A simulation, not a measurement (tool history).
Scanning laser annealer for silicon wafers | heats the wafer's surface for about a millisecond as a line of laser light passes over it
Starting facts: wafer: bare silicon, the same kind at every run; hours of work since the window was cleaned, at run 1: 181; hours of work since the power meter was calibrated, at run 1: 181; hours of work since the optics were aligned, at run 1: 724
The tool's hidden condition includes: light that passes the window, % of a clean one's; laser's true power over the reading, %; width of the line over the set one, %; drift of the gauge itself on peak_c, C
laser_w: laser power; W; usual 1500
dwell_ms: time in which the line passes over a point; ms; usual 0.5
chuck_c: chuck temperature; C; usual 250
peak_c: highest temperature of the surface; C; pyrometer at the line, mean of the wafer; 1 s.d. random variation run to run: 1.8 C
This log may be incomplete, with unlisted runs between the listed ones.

run    day  laser_w  dwell_ms  chuck_c  hours of work since the window was cleaned  hours of work since the power meter was calibrated  hours of work since the optics were aligned  peak_c
  1      0     1500       0.5      250                                         181                                                 181                                          724     972
  2  0.267     1500       0.5      250                                         184                                                 184                                          727     973
  3  0.646     1500       0.5      250                                         188                                                 188                                          731     970
  4  1.183     1500      0.42      250                                         194                                                 194                                          737     910
  5  1.512     1500      0.42      250                                         198                                                 198                                          741     908
  6  1.871     1500       0.5      250                                         201                                                 201                                          744     970
  7  2.408     1500      0.47      250                                         207                                                 207                                          750     949
  8  2.671     1500      0.47      250                                         210                                                 210                                          753     946
  9  3.204     1435      0.47      250                                         216                                                 216                                          759     923
     3.433  -- optics aligned, line set to its width
 10  3.967     1500     0.425      250                                         222                                                 222                                            6     911
 11  4.454     1500      0.36      250                                         227                                                 227                                           11     860
 12  4.979     1500      0.36      250                                         233                                                 233                                           17     855
 13  5.233     1500       0.5      250                                         235                                                 235                                           19     969
 14  5.558     1348      0.43      281                                         239                                                 239                                           23     883
 15  5.958     1415     0.605      235                                         243                                                 243                                           27     983
 16  6.312     1620     0.397      233                                         247                                                 247                                           31     923
 17  6.558     1338     0.382      217                                         250                                                 250                                           34     777
     6.817  -- optics aligned, line set to its width, once more
 18  7.188     1342     0.407      266                                         254                                                 254                                            4     851
 19  7.438     1342     0.407      266                                         257                                                 257                                            7     850
 20  7.833     1631       0.5      238                                         261                                                 261                                           11    1020
 21  8.162     1452      0.38      262                                         264                                                 264                                           14     873
 22  8.608     1490      0.51      253                                         269                                                 269                                           19     977
 23   8.85     1502     0.382      250                                         272                                                 272                                           22     879
 24  9.208     1418     0.382      289                                         276                                                 276                                           26     888
 25  9.596     1418     0.382      289                                         280                                                 280                                           30     887

What if the next run were any one of these 3? Each begins from the tool's condition after run 25:
  A  10.096     1543       0.5      250                                         285                                                 285                                           35       ?
  B  10.096     1285     0.537      265                                         285                                                 285                                           35       ?
  C  10.096     1418     0.359      212                                         285                                                 285                                           35       ?

run  peak_c
  A     991
  B     911
  C     793
Take away the tool's hidden state, keep each run's random variation, and the runs would have read:
run  peak_c
  A    1011
  B     928
  C     808
